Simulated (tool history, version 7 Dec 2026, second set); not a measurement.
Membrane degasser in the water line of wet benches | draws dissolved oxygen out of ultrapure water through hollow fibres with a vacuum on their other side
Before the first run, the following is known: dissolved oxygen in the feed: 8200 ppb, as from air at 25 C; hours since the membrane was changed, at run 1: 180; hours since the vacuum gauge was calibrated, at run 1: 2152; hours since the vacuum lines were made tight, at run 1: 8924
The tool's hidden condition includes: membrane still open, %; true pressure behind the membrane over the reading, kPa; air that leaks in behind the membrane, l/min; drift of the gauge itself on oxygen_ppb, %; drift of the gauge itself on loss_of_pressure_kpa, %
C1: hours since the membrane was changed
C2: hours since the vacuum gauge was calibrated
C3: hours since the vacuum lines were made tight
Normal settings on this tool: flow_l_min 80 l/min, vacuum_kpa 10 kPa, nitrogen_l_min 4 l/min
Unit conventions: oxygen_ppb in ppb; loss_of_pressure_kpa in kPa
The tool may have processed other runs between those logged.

run 1 hour=0 | flow_l_min=80 vacuum_kpa=10 nitrogen_l_min=4 | C1=180 C2=2152 C3=8924 | oxygen_ppb=345.4 loss_of_pressure_kpa=36.27
run 2 hour=59.4 | flow_l_min=80 vacuum_kpa=10 nitrogen_l_min=4 | C1=240 C2=2212 C3=8984 | oxygen_ppb=347.5 loss_of_pressure_kpa=36.75
run 3 hour=105.1 | flow_l_min=80 vacuum_kpa=10 nitrogen_l_min=4 | C1=286 C2=2257 C3=9029 | oxygen_ppb=348.5 loss_of_pressure_kpa=36.64
run 4 hour=140.3 | flow_l_min=80 vacuum_kpa=10 nitrogen_l_min=4 | C1=321 C2=2292 C3=9065 | oxygen_ppb=340.2 loss_of_pressure_kpa=36.41
run 5 hour=174 | flow_l_min=80 vacuum_kpa=10 nitrogen_l_min=5.24 | C1=354 C2=2326 C3=9098 | oxygen_ppb=286.2 loss_of_pressure_kpa=36.52
run 6 hour=230 | flow_l_min=80 vacuum_kpa=10 nitrogen_l_min=1.64 | C1=410 C2=2382 C3=9154 | oxygen_ppb=646.2 loss_of_pressure_kpa=36.64
run 7 hour=281.3 | flow_l_min=80 vacuum_kpa=18.9 nitrogen_l_min=1.64 | C1=462 C2=2433 C3=9206 | oxygen_ppb=1337.2 loss_of_pressure_kpa=36.8
run 8 hour=340.5 | flow_l_min=80 vacuum_kpa=18.9 nitrogen_l_min=10.78 | C1=521 C2=2493 C3=9265 | oxygen_ppb=319.1 loss_of_pressure_kpa=36.73
run 9 hour=376.5 | flow_l_min=80 vacuum_kpa=10 nitrogen_l_min=7.2 | C1=557 C2=2529 C3=9301 | oxygen_ppb=226.3 loss_of_pressure_kpa=36.37
run 10 hour=426.8 | flow_l_min=80 vacuum_kpa=10 nitrogen_l_min=7.2 | C1=607 C2=2579 C3=9351 | oxygen_ppb=228 loss_of_pressure_kpa=37.04
run 11 hour=475.8 | flow_l_min=80 vacuum_kpa=10 nitrogen_l_min=7.2 | C1=656 C2=2628 C3=9400 | oxygen_ppb=224.1 loss_of_pressure_kpa=36.87
run 12 hour=529.8 | flow_l_min=80 vacuum_kpa=10 nitrogen_l_min=1.62 | C1=710 C2=2682 C3=9454 | oxygen_ppb=654.5 loss_of_pressure_kpa=37.03
run 13 hour=562.3 | flow_l_min=80 vacuum_kpa=10 nitrogen_l_min=1.62 | C1=743 C2=2714 C3=9487 | oxygen_ppb=653.6 loss_of_pressure_kpa=36.69
run 14 hour=603.5 | flow_l_min=80 vacuum_kpa=10 nitrogen_l_min=4 | C1=784 C2=2756 C3=9528 | oxygen_ppb=343.1 loss_of_pressure_kpa=36.57
run 15 hour=653.6 | flow_l_min=80 vacuum_kpa=10 nitrogen_l_min=4 | C1=834 C2=2806 C3=9578 | oxygen_ppb=346.5 loss_of_pressure_kpa=37.17
run 16 hour=693.5 | flow_l_min=80 vacuum_kpa=10 nitrogen_l_min=4 | C1=874 C2=2846 C3=9618 | oxygen_ppb=349 loss_of_pressure_kpa=36.98
run 17 hour=726 | flow_l_min=80 vacuum_kpa=10 nitrogen_l_min=4 | C1=906 C2=2878 C3=9650 | oxygen_ppb=338.5 loss_of_pressure_kpa=37.03
run 18 hour=785.9 | flow_l_min=91 vacuum_kpa=10.8 nitrogen_l_min=4 | C1=966 C2=2938 C3=9710 | oxygen_ppb=427.7 loss_of_pressure_kpa=42.5
run 19 hour=843.7 | flow_l_min=91 vacuum_kpa=10.8 nitrogen_l_min=4 | C1=1024 C2=2996 C3=9768 | oxygen_ppb=436.2 loss_of_pressure_kpa=42.21
run 20 hour=892.8 | flow_l_min=80 vacuum_kpa=12.4 nitrogen_l_min=10.06 | C1=1073 C2=3045 C3=9817 | oxygen_ppb=223.8 loss_of_pressure_kpa=36.97
run 21 hour=924.2 | flow_l_min=61 vacuum_kpa=10 nitrogen_l_min=10.63 | C1=1105 C2=3076 C3=9848 | oxygen_ppb=117 loss_of_pressure_kpa=28.69
run 22 hour=950.6 | flow_l_min=61 vacuum_kpa=10 nitrogen_l_min=10.63 | C1=1131 C2=3103 C3=9875 | oxygen_ppb=116.9 loss_of_pressure_kpa=28.56
run 23 hour=990.1 | flow_l_min=61 vacuum_kpa=10 nitrogen_l_min=10.63 | C1=1170 C2=3142 C3=9914 | oxygen_ppb=116.5 loss_of_pressure_kpa=28.32
-- hour=1003.4 gauge calibrated
run 24 hour=1022.5 | flow_l_min=56 vacuum_kpa=20.4 nitrogen_l_min=4.24 | C1=1203 C2=3175 C3=9947 | oxygen_ppb=516.3 loss_of_pressure_kpa=25.49
run 25 hour=1072.9 | flow_l_min=126 vacuum_kpa=9.9 nitrogen_l_min=1.82 | C1=1253 C2=3225 C3=9997 | oxygen_ppb=888.9 loss_of_pressure_kpa=57.45
run 26 hour=1137.2 | flow_l_min=126 vacuum_kpa=9.9 nitrogen_l_min=1.82 | C1=1318 C2=3289 C3=10061 | oxygen_ppb=889.1 loss_of_pressure_kpa=57.24
run 27 hour=1184.4 | flow_l_min=58 vacuum_kpa=18.6 nitrogen_l_min=1.82 | C1=1365 C2=3336 C3=10109 | oxygen_ppb=962.6 loss_of_pressure_kpa=26.42

Run 28 is up next; what results do you expect?
run 28 hour=1243.9 | flow_l_min=58 vacuum_kpa=18.6 nitrogen_l_min=1.82 | C1=1424 C2=3396 C3=10168 | oxygen_ppb=? loss_of_pressure_kpa=?

{"run 28": {"oxygen_ppb": 947.5, "loss_of_pressure_kpa": 26.66}}
If the tool had no hidden condition, the same run with the same run-to-run variation would have returned oxygen_ppb 946.9 ppb, loss_of_pressure_kpa 26.47 kPa.

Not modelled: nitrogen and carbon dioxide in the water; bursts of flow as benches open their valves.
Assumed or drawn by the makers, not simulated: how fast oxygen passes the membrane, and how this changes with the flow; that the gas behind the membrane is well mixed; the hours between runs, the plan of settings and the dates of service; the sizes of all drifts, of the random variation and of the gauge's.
